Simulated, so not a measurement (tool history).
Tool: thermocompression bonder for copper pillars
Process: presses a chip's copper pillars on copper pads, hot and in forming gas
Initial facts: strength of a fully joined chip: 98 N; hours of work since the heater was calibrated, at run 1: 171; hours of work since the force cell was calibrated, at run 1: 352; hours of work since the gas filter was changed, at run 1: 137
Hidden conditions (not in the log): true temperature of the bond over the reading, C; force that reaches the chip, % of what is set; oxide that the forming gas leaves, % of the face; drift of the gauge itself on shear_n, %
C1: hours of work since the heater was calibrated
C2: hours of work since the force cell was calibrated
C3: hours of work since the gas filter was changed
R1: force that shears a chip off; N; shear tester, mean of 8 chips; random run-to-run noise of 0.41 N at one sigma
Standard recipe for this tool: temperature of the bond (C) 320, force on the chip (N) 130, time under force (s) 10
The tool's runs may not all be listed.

Run 1, hour 0: usual settings; C1 171; C2 352; C3 137. Result: R1 44.5 N.
Run 2, hour 10.3: usual settings; C1 177; C2 358; C3 143. Result: R1 44.9 N.
Run 3, hour 17.5: usual settings; C1 181; C2 362; C3 147. Result: R1 44.5 N.
Run 4, hour 23.6: usual settings; C1 184; C2 365; C3 150. Result: R1 44.7 N.
Run 5, hour 33.6: usual settings but force on the chip (N) 191; C1 190; C2 370; C3 155. Result: R1 57.4 N.
Run 6, hour 41.9: usual settings but force on the chip (N) 175; C1 194; C2 375; C3 160. Result: R1 55.5 N.
Run 7, hour 48.5: usual settings but time under force (s) 19; C1 198; C2 379; C3 164. Result: R1 54.5 N.
Run 8, hour 60.3: usual settings but time under force (s) 19; C1 204; C2 385; C3 170. Result: R1 55.3 N.
Run 9, hour 72.9: usual settings; C1 211; C2 392; C3 177. Result: R1 44 N.
Run 10, hour 84.7: usual settings but force on the chip (N) 89; C1 218; C2 399; C3 184. Result: R1 32.6 N.
Run 11, hour 92: usual settings but force on the chip (N) 89; C1 222; C2 403; C3 188. Result: R1 32.5 N.
At hour 94.3: force cell calibrated.
Run 12, hour 105.5: usual settings but force on the chip (N) 99, time under force (s) 12; C1 228; C2 6; C3 194. Result: R1 37.4 N.
Run 13, hour 111.8: usual settings but force on the chip (N) 154, time under force (s) 13; C1 232; C2 10; C3 198. Result: R1 54.1 N.
Run 14, hour 122.6: usual settings but temperature of the bond (C) 297, force on the chip (N) 88, time under force (s) 20; C1 238; C2 16; C3 204. Result: R1 29.2 N.
Run 15, hour 129.5: usual settings but temperature of the bond (C) 335, force on the chip (N) 82; C1 242; C2 19; C3 207. Result: R1 37.3 N.
Run 16, hour 139.7: usual settings but temperature of the bond (C) 319, time under force (s) 8; C1 247; C2 25; C3 213. Result: R1 39.9 N.
At hour 144.6: force cell calibrated, once more.
Run 17, hour 153.1: usual settings but temperature of the bond (C) 339, time under force (s) 6; C1 254; C2 5; C3 220. Result: R1 46.5 N.
Run 18, hour 160: usual settings but temperature of the bond (C) 339, force on the chip (N) 134, time under force (s) 6; C1 258; C2 8; C3 223. Result: R1 48.2 N.
Run 19, hour 170.3: usual settings but temperature of the bond (C) 339, force on the chip (N) 134, time under force (s) 6; C1 263; C2 14; C3 229. Result: R1 47.1 N.

The next listed run, before its measurement:
Run 20, hour 179.1: usual settings but temperature of the bond (C) 339, force on the chip (N) 167, time under force (s) 6; C1 268; C2 19; C3 234. Result: R1 ?.

{"run 20": {"R1": 54.9}}
Were there no unlogged condition in the tool, this run, its random variation unchanged, would have produced R1 58.2 N.

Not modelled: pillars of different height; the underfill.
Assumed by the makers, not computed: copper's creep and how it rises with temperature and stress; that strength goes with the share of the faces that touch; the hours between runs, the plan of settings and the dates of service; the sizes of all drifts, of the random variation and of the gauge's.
